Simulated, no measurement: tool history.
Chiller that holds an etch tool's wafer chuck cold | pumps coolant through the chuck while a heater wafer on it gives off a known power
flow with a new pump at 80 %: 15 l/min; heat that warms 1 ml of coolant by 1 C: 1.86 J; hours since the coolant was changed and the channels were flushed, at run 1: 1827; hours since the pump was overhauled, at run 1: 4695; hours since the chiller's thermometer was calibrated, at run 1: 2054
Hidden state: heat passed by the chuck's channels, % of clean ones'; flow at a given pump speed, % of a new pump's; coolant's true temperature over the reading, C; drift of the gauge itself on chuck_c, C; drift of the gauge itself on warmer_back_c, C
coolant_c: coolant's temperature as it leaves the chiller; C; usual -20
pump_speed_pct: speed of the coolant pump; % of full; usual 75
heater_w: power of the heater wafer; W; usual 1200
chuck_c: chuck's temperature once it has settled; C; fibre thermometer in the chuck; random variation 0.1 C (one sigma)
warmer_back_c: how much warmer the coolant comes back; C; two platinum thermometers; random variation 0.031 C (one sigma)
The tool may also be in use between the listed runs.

| run | hour | coolant_c | pump_speed_pct | heater_w | hours since the coolant was changed and the channels were flushed | hours since the pump was overhauled | hours since the chiller's thermometer was calibrated | chuck_c | warmer_back_c |
|---|---|---|---|---|---|---|---|---|---|
| 1 | 0 | -20 | 75 | 1200 | 1827 | 4695 | 2054 | -7.6 | 2.79 |
| 2 | 74.1 | -20 | 75 | 1200 | 1901 | 4769 | 2128 | -7.5 | 2.75 |
| 3 | 186.4 | -20 | 75 | 1200 | 2013 | 4881 | 2241 | -7.4 | 2.8 |
| 4 | 291.8 | -17 | 75 | 1200 | 2119 | 4987 | 2346 | -4.4 | 2.78 |
| 5 | 397.5 | -17 | 75 | 1200 | 2225 | 5092 | 2452 | -4.5 | 2.78 |
| 6 | 452.4 | -20 | 75 | 1200 | 2279 | 5147 | 2507 | -7.5 | 2.76 |
| 7 | 529.1 | -20 | 75 | 1200 | 2356 | 5224 | 2583 | -7.5 | 2.8 |
| 8 | 628.2 | -20 | 75 | 1200 | 2455 | 5323 | 2682 | -7.6 | 2.82 |
| 9 | 695.8 | -20 | 75 | 1200 | 2523 | 5391 | 2750 | -7.6 | 2.75 |
| 10 | 793.5 | -20 | 75 | 1200 | 2621 | 5488 | 2848 | -7.5 | 2.8 |
| 11 | 908 | -20 | 75 | 1233 | 2735 | 5603 | 2962 | -7.4 | 2.86 |
| 12 | 957.3 | -20 | 75 | 1200 | 2784 | 5652 | 3011 | -7.7 | 2.82 |
| 13 | 1070.1 | -20 | 75 | 1200 | 2897 | 5765 | 3124 | -7.4 | 2.81 |
| 14 | 1167.1 | -20 | 75 | 1200 | 2994 | 5862 | 3221 | -7.5 | 2.83 |
| 15 | 1277.1 | -20 | 74 | 1200 | 3104 | 5972 | 3331 | -7.3 | 2.88 |
| 16 | 1335.3 | -29 | 75 | 994 | 3162 | 6030 | 3389 | -18.8 | 2.38 |
| 17 | 1440.4 | -27 | 61 | 602 | 3267 | 6135 | 3494 | -19.5 | 1.85 |
| 18 | 1529.5 | -27 | 65 | 699 | 3357 | 6224 | 3584 | -18.5 | 2 |
| 19 | 1598.3 | -27 | 65 | 699 | 3425 | 6293 | 3652 | -18.7 | 1.99 |
| 20 | 1691.6 | -29 | 96 | 681 | 3519 | 6386 | 3746 | -23.2 | 1.33 |
| 21 | 1761.3 | -29 | 96 | 681 | 3588 | 6456 | 3815 | -23.4 | 1.36 |
| 22 | 1835.7 | -20 | 71 | 1538 | 3663 | 6530 | 3890 | -3.2 | 3.91 |
| 23 | 1908.1 | -13 | 91 | 1763 | 3735 | 6603 | 3962 | 2.3 | 3.46 |
| 24 | 2001.4 | -13 | 91 | 1761 | 3828 | 6696 | 4056 | 2.4 | 3.52 |
| 25 | 2104.8 | -20 | 69 | 1200 | 3932 | 6800 | 4159 | -6.6 | 3.21 |
| 26 | 2189.5 | -14 | 83 | 1200 | 4016 | 6884 | 4244 | -2.6 | 2.61 |
|  | 2288.9 | gauge calibrated |
| 27 | 2299.9 | -14 | 83 | 1200 | 4127 | 6995 | 4354 | -2.7 | 2.49 |
| 28 | 2357.7 | -13 | 75 | 743 | 4185 | 7052 | 4412 | -5.4 | 1.7 |
| 29 | 2439.4 | -27 | 75 | 1200 | 4266 | 7134 | 4494 | -14.5 | 2.73 |

Hidden state or all else? Some run-to-run changes of warmer_back_c, split into what the settings, what came in and random variation would give without the hidden state, and what is left for the hidden state (with any gauge scatter that isn't in both results):
Run 12 -> 13: no setting changed, nothing entered. warmer_back_c -0.01 C: hidden state +0.02, all else -0.03.
Run 21 -> 22: coolant_c -29 -> -20, pump_speed_pct 96 -> 71, heater_w 681 -> 1538. warmer_back_c +2.55 C: hidden state +0.01, all else +2.54.
Run 26 -> 27: gauge calibrated. warmer_back_c -0.12 C: hidden state -0.18, all else +0.06.
Run 28 -> 29: coolant_c -13 -> -27, heater_w 743 -> 1200. warmer_back_c +1.03 C: hidden state +0.01, all else +1.02.
